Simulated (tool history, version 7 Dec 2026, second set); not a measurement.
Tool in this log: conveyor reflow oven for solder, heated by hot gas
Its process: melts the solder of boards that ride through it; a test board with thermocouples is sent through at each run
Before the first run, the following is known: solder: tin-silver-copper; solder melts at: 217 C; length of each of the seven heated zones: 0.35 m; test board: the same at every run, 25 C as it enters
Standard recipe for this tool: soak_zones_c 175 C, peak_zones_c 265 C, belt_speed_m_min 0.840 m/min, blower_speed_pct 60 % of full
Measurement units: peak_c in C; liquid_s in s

run,hour,soak_zones_c,peak_zones_c,belt_speed_m_min,blower_speed_pct,peak_c,liquid_s
1,0.0,175,265,0.840,60,246.4,33.8
2,28.3,175,265,0.840,60,246.1,33.5
3,51.6,175,265,0.840,60,245.6,33.7
4,78.5,167,265,0.840,60,244.4,30.8
5,109.4,167,265,0.840,60,244.5,31.0
6,125.7,167,265,0.840,60,244.6,30.4
7,156.4,167,265,0.840,60,244.3,30.9
8,176.3,167,265,0.840,60,244.3,30.9
9,196.9,167,265,0.840,60,244.1,30.9
10,220.7,167,265,0.840,60,244.4,31.3
11,247.5,167,265,0.840,60,243.9,30.5
# hour 265.1: flux residue cleaned out of gas plates and filters
12,276.4,172,265,0.840,60,245.2,32.5
13,311.3,172,265,0.840,60,245.5,32.4
14,335.3,175,265,0.840,60,246.5,34.0
15,360.0,175,269,0.840,60,249.8,35.6
16,381.7,174,269,0.840,62,249.8,35.6
17,399.6,184,270,0.725,51,254.5,47.6
# hour 408.1: thermocouples of zones 6 and 7 changed
18,425.5,184,270,0.725,51,254.7,47.4
19,454.3,168,267,0.925,89,249.2,31.2
20,477.1,168,267,0.925,89,249.3,31.1
21,505.7,168,267,0.991,75,243.9,25.6
22,527.7,186,268,0.696,60,256.1,51.3
23,554.9,186,268,0.696,60,256.3,51.6
24,584.1,187,259,0.840,60,244.3,35.7
25,598.5,182,265,1.001,78,245.6,29.1
26,612.8,182,265,1.001,78,245.6,29.1
27,639.0,175,268,0.801,60,250.3,38.1
28,666.5,175,268,0.801,60,250.8,38.0
29,695.7,188,265,0.741,52,250.4,45.5
30,722.6,182,257,0.900,54,237.1,26.5

Branching from run 30: 5 alternative next runs. What would each branch give?
A,750.8,166,257,0.913,81,?,?
B,750.8,182,257,0.944,83,?,?
C,750.8,166,265,0.840,60,?,?
D,750.8,187,257,0.779,54,?,?
E,750.8,182,261,0.900,54,?,?

run,peak_c,liquid_s
A,239.3,25.7
B,241.5,29.4
C,244.0,30.7
D,242.8,38.2
E,240.3,29.1
What these runs would have given with no unlogged condition in the tool:
run,peak_c,liquid_s
A,239.3,25.7
B,241.5,29.4
C,244.1,30.8
D,242.8,38.2
E,240.3,29.1

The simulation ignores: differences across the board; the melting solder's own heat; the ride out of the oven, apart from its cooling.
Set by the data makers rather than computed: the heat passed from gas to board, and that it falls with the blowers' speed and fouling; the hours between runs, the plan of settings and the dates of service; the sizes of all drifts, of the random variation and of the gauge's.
